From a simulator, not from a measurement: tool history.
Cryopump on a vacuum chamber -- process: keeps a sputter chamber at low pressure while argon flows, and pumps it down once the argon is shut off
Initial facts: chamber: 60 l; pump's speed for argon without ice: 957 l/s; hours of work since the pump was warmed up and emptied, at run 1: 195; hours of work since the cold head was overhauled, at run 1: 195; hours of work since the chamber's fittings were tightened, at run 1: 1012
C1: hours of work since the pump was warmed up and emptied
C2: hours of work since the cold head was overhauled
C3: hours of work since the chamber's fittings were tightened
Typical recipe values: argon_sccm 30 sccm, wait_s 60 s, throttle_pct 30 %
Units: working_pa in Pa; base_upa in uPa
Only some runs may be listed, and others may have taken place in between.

{"run": 1, "day": 0.0, "argon_sccm": 30, "wait_s": 60, "throttle_pct": 30, "C1": 195, "C2": 195, "C3": 1012, "working_pa": 0.1802, "base_upa": 4.21}
{"run": 2, "day": 0.375, "argon_sccm": 30, "wait_s": 123, "throttle_pct": 30, "C1": 202, "C2": 202, "C3": 1019, "working_pa": 0.1799, "base_upa": 3.76}
{"run": 3, "day": 0.921, "argon_sccm": 30, "wait_s": 60, "throttle_pct": 30, "C1": 213, "C2": 213, "C3": 1031, "working_pa": 0.1809, "base_upa": 4.44}
{"run": 4, "day": 1.308, "argon_sccm": 30, "wait_s": 60, "throttle_pct": 41, "C1": 221, "C2": 221, "C3": 1038, "working_pa": 0.1335, "base_upa": 4.59}
{"run": 5, "day": 1.704, "argon_sccm": 30, "wait_s": 60, "throttle_pct": 41, "C1": 229, "C2": 229, "C3": 1046, "working_pa": 0.1342, "base_upa": 4.41}
{"run": 6, "day": 2.088, "argon_sccm": 30, "wait_s": 283, "throttle_pct": 41, "C1": 237, "C2": 237, "C3": 1054, "working_pa": 0.1347, "base_upa": 3.61}
{"run": 7, "day": 2.554, "argon_sccm": 30, "wait_s": 60, "throttle_pct": 30, "C1": 247, "C2": 247, "C3": 1064, "working_pa": 0.181, "base_upa": 4.44}
{"run": 8, "day": 3.179, "argon_sccm": 30, "wait_s": 193, "throttle_pct": 30, "C1": 259, "C2": 259, "C3": 1076, "working_pa": 0.1812, "base_upa": 3.88}
{"run": 9, "day": 3.629, "argon_sccm": 30, "wait_s": 60, "throttle_pct": 20, "C1": 268, "C2": 268, "C3": 1086, "working_pa": 0.2687, "base_upa": 4.58}
{"run": 10, "day": 4.079, "argon_sccm": 30, "wait_s": 60, "throttle_pct": 20, "C1": 278, "C2": 278, "C3": 1095, "working_pa": 0.2695, "base_upa": 4.51}
{"run": 11, "day": 4.8, "argon_sccm": 30, "wait_s": 60, "throttle_pct": 30, "C1": 292, "C2": 292, "C3": 1109, "working_pa": 0.182, "base_upa": 4.86}
{"run": 12, "day": 5.312, "argon_sccm": 30, "wait_s": 60, "throttle_pct": 30, "C1": 303, "C2": 303, "C3": 1120, "working_pa": 0.183, "base_upa": 4.69}
{"run": 13, "day": 5.933, "argon_sccm": 30, "wait_s": 60, "throttle_pct": 30, "C1": 315, "C2": 315, "C3": 1132, "working_pa": 0.1823, "base_upa": 4.92}
{"day": 6.1, "done": "leaking fittings of the chamber tightened, without venting"}
{"run": 14, "day": 6.667, "argon_sccm": 59, "wait_s": 60, "throttle_pct": 30, "C1": 329, "C2": 329, "C3": 12, "working_pa": 0.358, "base_upa": 1.49}
{"run": 15, "day": 7.071, "argon_sccm": 59, "wait_s": 60, "throttle_pct": 30, "C1": 337, "C2": 337, "C3": 20, "working_pa": 0.3601, "base_upa": 1.52}
{"run": 16, "day": 7.392, "argon_sccm": 59, "wait_s": 60, "throttle_pct": 30, "C1": 343, "C2": 343, "C3": 26, "working_pa": 0.3601, "base_upa": 1.5}
{"run": 17, "day": 7.688, "argon_sccm": 59, "wait_s": 60, "throttle_pct": 30, "C1": 349, "C2": 349, "C3": 32, "working_pa": 0.3611, "base_upa": 1.56}
{"run": 18, "day": 8.379, "argon_sccm": 13, "wait_s": 56, "throttle_pct": 53, "C1": 363, "C2": 363, "C3": 46, "working_pa": 0.0458, "base_upa": 1.72}
{"run": 19, "day": 8.883, "argon_sccm": 25, "wait_s": 60, "throttle_pct": 39, "C1": 374, "C2": 374, "C3": 57, "working_pa": 0.1197, "base_upa": 1.59}
{"run": 20, "day": 9.467, "argon_sccm": 54, "wait_s": 132, "throttle_pct": 33, "C1": 385, "C2": 385, "C3": 68, "working_pa": 0.3055, "base_upa": 1.06}
{"run": 21, "day": 9.983, "argon_sccm": 30, "wait_s": 60, "throttle_pct": 15, "C1": 396, "C2": 396, "C3": 79, "working_pa": 0.3599, "base_upa": 1.66}
{"run": 22, "day": 10.662, "argon_sccm": 19, "wait_s": 56, "throttle_pct": 41, "C1": 410, "C2": 410, "C3": 93, "working_pa": 0.0867, "base_upa": 1.78}
{"run": 23, "day": 10.975, "argon_sccm": 26, "wait_s": 30, "throttle_pct": 30, "C1": 416, "C2": 416, "C3": 99, "working_pa": 0.1607, "base_upa": 2.86}
{"run": 24, "day": 11.45, "argon_sccm": 26, "wait_s": 30, "throttle_pct": 30, "C1": 426, "C2": 426, "C3": 109, "working_pa": 0.1608, "base_upa": 2.82}
{"run": 25, "day": 11.817, "argon_sccm": 21, "wait_s": 150, "throttle_pct": 36, "C1": 433, "C2": 433, "C3": 116, "working_pa": 0.1091, "base_upa": 1.17}
{"run": 26, "day": 12.225, "argon_sccm": 37, "wait_s": 29, "throttle_pct": 24, "C1": 442, "C2": 442, "C3": 125, "working_pa": 0.2827, "base_upa": 3.03}
{"run": 27, "day": 12.646, "argon_sccm": 30, "wait_s": 50, "throttle_pct": 30, "C1": 450, "C2": 450, "C3": 133, "working_pa": 0.188, "base_upa": 2.14}
{"run": 28, "day": 13.088, "argon_sccm": 12, "wait_s": 46, "throttle_pct": 44, "C1": 459, "C2": 459, "C3": 142, "working_pa": 0.0518, "base_upa": 2.21}
{"run": 29, "day": 13.638, "argon_sccm": 30, "wait_s": 78, "throttle_pct": 30, "C1": 470, "C2": 470, "C3": 153, "working_pa": 0.1868, "base_upa": 1.72}
{"run": 30, "day": 14.221, "argon_sccm": 35, "wait_s": 20, "throttle_pct": 41, "C1": 482, "C2": 482, "C3": 165, "working_pa": 0.1629, "base_upa": 4.12}
{"run": 31, "day": 14.575, "argon_sccm": 39, "wait_s": 60, "throttle_pct": 38, "C1": 489, "C2": 489, "C3": 172, "working_pa": 0.1952, "base_upa": 1.98}
{"run": 32, "day": 15.221, "argon_sccm": 58, "wait_s": 39, "throttle_pct": 30, "C1": 502, "C2": 502, "C3": 185, "working_pa": 0.3622, "base_upa": 2.59}
{"run": 33, "day": 15.775, "argon_sccm": 35, "wait_s": 39, "throttle_pct": 30, "C1": 514, "C2": 514, "C3": 197, "working_pa": 0.2183, "base_upa": 2.75}
{"run": 34, "day": 16.117, "argon_sccm": 54, "wait_s": 137, "throttle_pct": 33, "C1": 521, "C2": 521, "C3": 204, "working_pa": 0.308, "base_upa": 1.55}

Entry by entry between the runs, the difference in hidden state between the last listed run before and the first listed run after:
In the gap between runs 13 and 14: leaking fittings of the chamber tightened, without venting (day 6.100)
  pump's speed, % of a pump's without ice: 90 -> 89.7; cold plate's temperature, K: 12.32 -> 12.33; leak into the chamber, uPa l/s: 3207 -> 339
  measured less the result without the state, working_pa: +0.0062 -> +0.0127 Pa; base_upa: +3.49 -> +0.09 uPa
